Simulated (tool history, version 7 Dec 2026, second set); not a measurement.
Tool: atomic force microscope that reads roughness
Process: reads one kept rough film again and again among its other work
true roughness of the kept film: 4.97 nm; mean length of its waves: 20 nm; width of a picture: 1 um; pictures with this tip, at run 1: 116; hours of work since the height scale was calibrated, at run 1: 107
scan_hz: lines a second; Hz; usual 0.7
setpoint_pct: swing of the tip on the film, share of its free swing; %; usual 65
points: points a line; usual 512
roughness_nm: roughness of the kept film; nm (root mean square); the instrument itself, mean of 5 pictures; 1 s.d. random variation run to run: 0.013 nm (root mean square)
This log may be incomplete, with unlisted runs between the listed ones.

run	hour	scan_hz	setpoint_pct	points	pictures with this tip	hours of work since the height scale was calibrated	roughness_nm
1	0	0.7	65	512	116	107	2.176
2	6.6	0.7	65	512	122	111	2.137
3	12.1	0.7	65	512	127	114	2.102
4	19.2	0.7	65	512	134	118	2.063
5	26.4	0.7	65	275	141	122	1.979
6	30.4	0.7	65	275	145	125	1.952
7	36.6	0.7	65	275	150	128	1.928
8	45.1	0.7	65	597	158	133	1.947
9	52.9	0.7	65	597	166	138	1.92
# hour 59.7: new tip fitted
10	62.1	0.7	58	512	2	143	3.181
11	70.2	1.933	58	512	9	148	2.982
12	74.4	0.7	68	512	13	150	3.002
13	79.4	0.7	68	512	18	153	2.958
14	86.6	0.7	68	512	25	157	2.873
15	94.8	0.7	68	512	32	162	2.802
16	102.3	0.7	68	615	39	166	2.738
17	106.6	0.7	68	615	43	169	2.7
18	112.3	0.7	68	615	49	172	2.629
19	120.7	0.7	68	615	57	177	2.581
20	128.8	0.7	68	615	64	182	2.51
21	137.4	0.7	64	512	72	187	2.454
22	145.1	0.7	64	512	79	192	2.4
23	152.7	0.7	64	512	87	196	2.367
24	161.3	0.7	64	363	95	201	2.269
25	168.8	0.7	65	512	102	205	2.226
26	177.1	0.7	65	512	109	210	2.203
27	185.6	0.7	80	512	117	215	2.07
28	191.4	1.696	65	512	123	219	2.021
29	195.2	1.696	65	781	126	221	2.028
30	199.7	1.019	82	495	131	224	1.921
31	208.7	0.677	80	872	139	229	1.957
32	212.7	0.677	71	872	143	231	1.975
33	219.5	3.421	89	258	149	235	1.342
34	225.8	3.421	58	263	155	239	1.782
# hour 227.4: height scale calibrated on a step standard
35	234.1	1.107	81	481	162	4	1.755
36	240.1	1.107	81	481	167	7	1.741
# hour 245.3: new tip fitted
37	245.8	1.107	81	481	0	10	2.947
# hour 249.3: height scale calibrated on a step standard, once more
38	251.2	1.047	73	723	4	1	3.004
39	257.5	1.047	73	723	10	5	2.924
40	261.5	1.047	73	723	14	7	2.889
41	265.4	3.961	72	723	18	9	2.471
42	270.9	0.99	66	512	23	13	2.859
43	276.7	0.762	65	512	28	16	2.815
44	283.6	0.7	65	693	35	20	2.776
45	291.8	1.336	75	512	42	25	2.517
46	300.8	0.931	61	512	51	30	2.583
47	308.7	0.931	61	512	58	35	2.523
48	315.7	0.805	78	286	65	39	2.342
49	320.6	2.67	69	941	69	42	2.255

Below, each run's measurement less what the same run would have read without the hidden state. Both values contain the same run-to-run variation, but the gauge's scatter may not be the same in both:
The hidden state here: radius of the tip, nm; height scale over the true one, %; drift of the gauge itself on roughness_nm, %.
run	roughness_nm
1	-1.039
2	-1.083
3	-1.101
4	-1.138
5	-1.155
6	-1.178
7	-1.196
8	-1.281
9	-1.315
10	-0.054
11	-0.146
12	-0.196
13	-0.261
14	-0.334
15	-0.402
16	-0.477
17	-0.519
18	-0.567
19	-0.642
20	-0.706
21	-0.772
22	-0.823
23	-0.89
24	-0.927
25	-0.975
26	-1.027
27	-1.05
28	-1.074
29	-1.101
30	-1.081
31	-1.165
32	-1.207
33	-0.855
34	-1.183
35	-1.212
36	-1.244
37	-0.044
38	-0.11
39	-0.182
40	-0.233
41	-0.242
42	-0.341
43	-0.397
44	-0.465
45	-0.501
46	-0.607
47	-0.667
48	-0.692
49	-0.706
